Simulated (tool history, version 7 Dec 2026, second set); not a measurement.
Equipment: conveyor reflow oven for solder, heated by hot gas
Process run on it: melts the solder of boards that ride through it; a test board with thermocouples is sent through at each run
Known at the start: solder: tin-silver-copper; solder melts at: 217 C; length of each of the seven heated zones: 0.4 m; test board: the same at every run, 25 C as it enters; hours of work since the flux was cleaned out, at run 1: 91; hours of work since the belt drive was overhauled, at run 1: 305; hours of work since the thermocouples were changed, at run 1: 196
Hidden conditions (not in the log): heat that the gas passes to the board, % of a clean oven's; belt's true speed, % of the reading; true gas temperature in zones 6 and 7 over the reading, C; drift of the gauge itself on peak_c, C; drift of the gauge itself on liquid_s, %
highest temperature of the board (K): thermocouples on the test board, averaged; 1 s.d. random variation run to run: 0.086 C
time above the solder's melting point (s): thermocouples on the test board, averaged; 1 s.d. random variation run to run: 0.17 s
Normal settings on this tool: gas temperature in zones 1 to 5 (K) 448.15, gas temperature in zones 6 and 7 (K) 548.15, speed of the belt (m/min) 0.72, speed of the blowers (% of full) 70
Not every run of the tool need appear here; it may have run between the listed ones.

| run | hour | gas temperature in zones 1 to 5 (K) | gas temperature in zones 6 and 7 (K) | speed of the belt (m/min) | speed of the blowers (% of full) | hours of work since the flux was cleaned out | hours of work since the belt drive was overhauled | hours of work since the thermocouples were changed | highest temperature of the board (K) | time above the solder's melting point (s) |
|---|---|---|---|---|---|---|---|---|---|---|
| 1 | 0 | 448.15 | 548.15 | 0.72 | 70 | 91 | 305 | 196 | 531.95 | 54.4 |
| 2 | 7.6 | 448.15 | 548.15 | 0.72 | 70 | 96 | 310 | 202 | 531.83 | 54.1 |
| 3 | 14.8 | 448.15 | 548.15 | 0.72 | 70 | 101 | 315 | 207 | 531.93 | 54.1 |
| 4 | 25.3 | 448.15 | 548.15 | 0.72 | 70 | 109 | 323 | 214 | 531.96 | 54 |
| 5 | 30.1 | 448.15 | 548.15 | 0.736 | 70 | 112 | 326 | 217 | 531.09 | 52.6 |
| 6 | 38 | 448.15 | 548.15 | 0.736 | 70 | 118 | 332 | 223 | 531.11 | 52.4 |
| 7 | 44.7 | 448.15 | 548.15 | 0.736 | 70 | 122 | 336 | 227 | 531.11 | 52.6 |
| 8 | 54 | 448.15 | 548.15 | 0.72 | 70 | 129 | 343 | 234 | 531.79 | 53.9 |
| 9 | 61.1 | 448.15 | 548.15 | 0.72 | 70 | 134 | 348 | 239 | 531.65 | 54.2 |
|  | 65.7 | belt drive overhauled, speed set with a stopwatch |
| 10 | 70.2 | 448.15 | 548.15 | 0.72 | 70 | 137 | 3 | 242 | 531.73 | 54 |
| 11 | 80.2 | 448.15 | 548.15 | 0.72 | 70 | 144 | 10 | 249 | 531.72 | 54.4 |
| 12 | 85.1 | 448.15 | 548.15 | 0.72 | 87 | 147 | 13 | 253 | 535.18 | 56.7 |
| 13 | 91.5 | 448.15 | 548.15 | 0.72 | 87 | 152 | 18 | 257 | 535.25 | 56.6 |
| 14 | 96.9 | 448.15 | 548.15 | 0.72 | 87 | 156 | 22 | 261 | 535.19 | 56.6 |
| 15 | 103.8 | 433.15 | 548.15 | 0.72 | 87 | 160 | 26 | 266 | 533.16 | 51.7 |
|  | 116.3 | belt drive overhauled, speed set with a stopwatch, once more |
| 16 | 116.4 | 433.15 | 548.15 | 0.72 | 87 | 166 | 0 | 272 | 532.67 | 50.6 |
| 17 | 124.7 | 442.15 | 536.15 | 0.593 | 69 | 172 | 6 | 277 | 524.9 | 59.7 |
| 18 | 131.6 | 453.15 | 562.15 | 0.823 | 70 | 177 | 11 | 282 | 538.9 | 50.9 |
| 19 | 142.2 | 448.15 | 545.15 | 0.72 | 53 | 184 | 18 | 289 | 523.35 | 47.1 |
|  | 154.8 | flux residue cleaned out of gas plates and filters |
| 20 | 157.7 | 448.15 | 545.15 | 0.72 | 53 | 2 | 25 | 297 | 524.78 | 48.8 |
| 21 | 168 | 437.15 | 559.15 | 0.72 | 78 | 9 | 32 | 304 | 542.79 | 56.4 |
| 22 | 174.6 | 437.15 | 559.15 | 0.72 | 78 | 14 | 37 | 309 | 542.73 | 56 |
| 23 | 182.3 | 442.15 | 553.15 | 0.616 | 71 | 19 | 42 | 314 | 541.39 | 66.7 |
| 24 | 192.4 | 442.15 | 553.15 | 0.616 | 71 | 26 | 49 | 321 | 541.36 | 66.7 |
| 25 | 198.3 | 442.15 | 553.15 | 0.616 | 71 | 30 | 53 | 325 | 541.17 | 66.9 |
| 26 | 206.3 | 442.15 | 553.15 | 0.616 | 71 | 36 | 59 | 331 | 541.22 | 66.6 |
| 27 | 215.1 | 442.15 | 553.15 | 0.616 | 71 | 42 | 65 | 337 | 541.14 | 66.9 |
| 28 | 222.4 | 442.15 | 552.15 | 0.616 | 51 | 47 | 70 | 342 | 534.69 | 62.6 |
| 29 | 231.7 | 448.15 | 548.15 | 0.778 | 70 | 53 | 77 | 348 | 529.55 | 48.6 |
| 30 | 239.2 | 448.15 | 548.15 | 0.778 | 70 | 59 | 82 | 353 | 529.49 | 48.1 |

Consider 5 possible next runs. They are alternatives, not a sequence: every one starts from the tool as it was left by run 30. What does each give?
| A | 248 | 448.15 | 562.15 | 0.626 | 83 | 65 | 88 | 359 | ? | ? |
| B | 248 | 437.15 | 548.15 | 0.72 | 70 | 65 | 88 | 359 | ? | ? |
| C | 248 | 450.15 | 552.15 | 0.778 | 89 | 65 | 88 | 359 | ? | ? |
| D | 248 | 442.15 | 548.15 | 0.778 | 70 | 65 | 88 | 359 | ? | ? |
| E | 248 | 447.15 | 548.15 | 0.72 | 70 | 65 | 88 | 359 | ? | ? |

| run | highest temperature of the board (K) | time above the solder's melting point (s) |
|---|---|---|
| A | 552.02 | 71.7 |
| B | 530.28 | 49.8 |
| C | 537.84 | 53.2 |
| D | 528.42 | 45.6 |
| E | 532.04 | 53.5 |
With no hidden state in the tool, these same runs would have given:
| run | highest temperature of the board (K) | time above the solder's melting point (s) |
|---|---|---|
| A | 551.91 | 71.7 |
| B | 530.32 | 49.9 |
| C | 537.92 | 53.3 |
| D | 528.51 | 45.8 |
| E | 532.02 | 53.6 |
